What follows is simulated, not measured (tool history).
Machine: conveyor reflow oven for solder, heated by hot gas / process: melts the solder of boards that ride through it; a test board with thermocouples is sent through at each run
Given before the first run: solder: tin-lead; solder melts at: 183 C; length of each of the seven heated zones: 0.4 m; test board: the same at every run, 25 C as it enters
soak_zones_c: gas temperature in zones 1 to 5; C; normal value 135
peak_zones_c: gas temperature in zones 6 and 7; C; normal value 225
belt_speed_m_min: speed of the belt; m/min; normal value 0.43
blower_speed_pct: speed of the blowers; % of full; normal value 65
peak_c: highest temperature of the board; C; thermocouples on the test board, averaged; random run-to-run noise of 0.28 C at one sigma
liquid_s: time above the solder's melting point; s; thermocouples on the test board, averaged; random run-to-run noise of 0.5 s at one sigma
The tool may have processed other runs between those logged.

Run 1, hour 0: usual settings. Result: peak_c 206.4 C, liquid_s 66.3 s.
Run 2, hour 41: usual settings but blower_speed_pct 63 % of full. Result: peak_c 205.4 C, liquid_s 64.9 s.
Run 3, hour 92: usual settings. Result: peak_c 205.7 C, liquid_s 65 s.
Run 4, hour 125.9: usual settings. Result: peak_c 206.2 C, liquid_s 64.8 s.
Run 5, hour 156.3: usual settings. Result: peak_c 205.6 C, liquid_s 64.8 s.
Run 6, hour 178.4: usual settings but soak_zones_c 129 C. Result: peak_c 203.9 C, liquid_s 60.7 s.
Run 7, hour 223.5: usual settings but soak_zones_c 129 C, peak_zones_c 215 C. Result: peak_c 196 C, liquid_s 43.3 s.
Run 8, hour 260.4: usual settings but soak_zones_c 129 C, peak_zones_c 215 C. Result: peak_c 195.7 C, liquid_s 42.6 s.
Run 9, hour 289.7: usual settings but soak_zones_c 129 C, peak_zones_c 215 C. Result: peak_c 195.7 C, liquid_s 42.8 s.
Run 10, hour 326.7: usual settings but soak_zones_c 129 C, peak_zones_c 215 C. Result: peak_c 195.4 C, liquid_s 42.4 s.
Run 11, hour 350.2: usual settings. Result: peak_c 205.1 C, liquid_s 65.1 s.
Run 12, hour 377.1: usual settings. Result: peak_c 205.2 C, liquid_s 65 s.
Run 13, hour 422.3: usual settings but belt_speed_m_min 0.519 m/min. Result: peak_c 197.6 C, liquid_s 39.9 s.
Run 14, hour 450.2: usual settings but belt_speed_m_min 0.421 m/min. Result: peak_c 205.6 C, liquid_s 67.7 s.
Run 15, hour 499.5: usual settings but belt_speed_m_min 0.421 m/min. Result: peak_c 205.2 C, liquid_s 66.1 s.
Run 16, hour 520.7: usual settings but belt_speed_m_min 0.421 m/min. Result: peak_c 205 C, liquid_s 66.3 s.
At hour 528.2: belt drive overhauled, speed set with a stopwatch.
At hour 537.9: flux residue cleaned out of gas plates and filters.
Run 17, hour 577.7: usual settings but soak_zones_c 137 C, peak_zones_c 238 C, belt_speed_m_min 0.397 m/min. Result: peak_c 220.4 C, liquid_s 95.2 s.
Run 18, hour 603.9: usual settings but blower_speed_pct 67 % of full. Result: peak_c 206.8 C, liquid_s 68.9 s.
Run 19, hour 626.1: usual settings but belt_speed_m_min 0.394 m/min. Result: peak_c 208.9 C, liquid_s 79.9 s.
Run 20, hour 654.3: usual settings but soak_zones_c 134 C, peak_zones_c 235 C, belt_speed_m_min 0.455 m/min, blower_speed_pct 64 % of full. Result: peak_c 212.7 C, liquid_s 71.2 s.
Run 21, hour 695.8: usual settings but soak_zones_c 127 C, peak_zones_c 226 C. Result: peak_c 205 C, liquid_s 62.3 s.
At hour 742.1: belt drive overhauled, speed set with a stopwatch, once more.
Run 22, hour 743.6: usual settings but soak_zones_c 139 C. Result: peak_c 206.6 C, liquid_s 68.9 s.
Run 23, hour 787.7: usual settings but soak_zones_c 137 C, blower_speed_pct 53 % of full. Result: peak_c 203.5 C, liquid_s 62.3 s.
Run 24, hour 829.8: usual settings but soak_zones_c 146 C, belt_speed_m_min 0.513 m/min, blower_speed_pct 55 % of full. Result: peak_c 200.1 C, liquid_s 48 s.
Run 25, hour 879.9: usual settings but soak_zones_c 138 C, belt_speed_m_min 0.515 m/min, blower_speed_pct 63 % of full. Result: peak_c 198.9 C, liquid_s 42.7 s.
Run 26, hour 909.9: usual settings but soak_zones_c 138 C, belt_speed_m_min 0.515 m/min, blower_speed_pct 63 % of full. Result: peak_c 198.2 C, liquid_s 43.2 s.
Run 27, hour 950.8: usual settings but soak_zones_c 127 C. Result: peak_c 203.4 C, liquid_s 57.9 s.
Run 28, hour 1001.2: usual settings but soak_zones_c 127 C. Result: peak_c 203.3 C, liquid_s 57.9 s.
Run 29, hour 1030.9: usual settings but belt_speed_m_min 0.457 m/min, blower_speed_pct 68 % of full. Result: peak_c 203.3 C, liquid_s 55.8 s.
At hour 1045.6: thermocouples of zones 6 and 7 changed.
Run 30, hour 1076.3: usual settings but soak_zones_c 148 C, peak_zones_c 234 C, belt_speed_m_min 0.508 m/min, blower_speed_pct 74 % of full. Result: peak_c 211.5 C, liquid_s 69 s.
Run 31, hour 1105.6: usual settings but soak_zones_c 149 C, peak_zones_c 237 C, belt_speed_m_min 0.444 m/min, blower_speed_pct 85 % of full. Result: peak_c 221.2 C, liquid_s 89.9 s.

How would selected steps in peak_c from run to run divide? Give the signed amount a tool lacking its hidden state would still show from settings, what came in and random variation, and the signed amount left for the hidden state, including any gauge scatter that is not in both of the compared results.
Hidden state present: heat that the gas passes to the board, % of a clean oven's; belt's true speed, % of the reading; true gas temperature in zones 6 and 7 over the reading, C; drift of the gauge itself on peak_c, C; drift of the gauge itself on liquid_s, %.
Run 10 -> 11: soak_zones_c 129 -> 135, peak_zones_c 215 -> 225. peak_c +9.7 C: hidden state -0.1, all else +9.8.
Run 12 -> 13: belt_speed_m_min 0.43 -> 0.519. peak_c -7.6 C: hidden state -0.5, all else -7.1.
Run 16 -> 17: soak_zones_c 135 -> 137, peak_zones_c 225 -> 238, belt_speed_m_min 0.421 -> 0.397, belt drive overhauled, speed set with a stopwatch, flux residue cleaned out of gas plates and filters. peak_c +15.4 C: hidden state +1.8, all else +13.6.
Run 17 -> 18: soak_zones_c 137 -> 135, peak_zones_c 238 -> 225, belt_speed_m_min 0.397 -> 0.43, blower_speed_pct 65 -> 67. peak_c -13.6 C: hidden state +0, all else -13.6.
Run 29 -> 30: soak_zones_c 135 -> 148, peak_zones_c 225 -> 234, belt_speed_m_min 0.457 -> 0.508, blower_speed_pct 68 -> 74, thermocouples of zones 6 and 7 changed. peak_c +8.2 C: hidden state +1, all else +7.2.
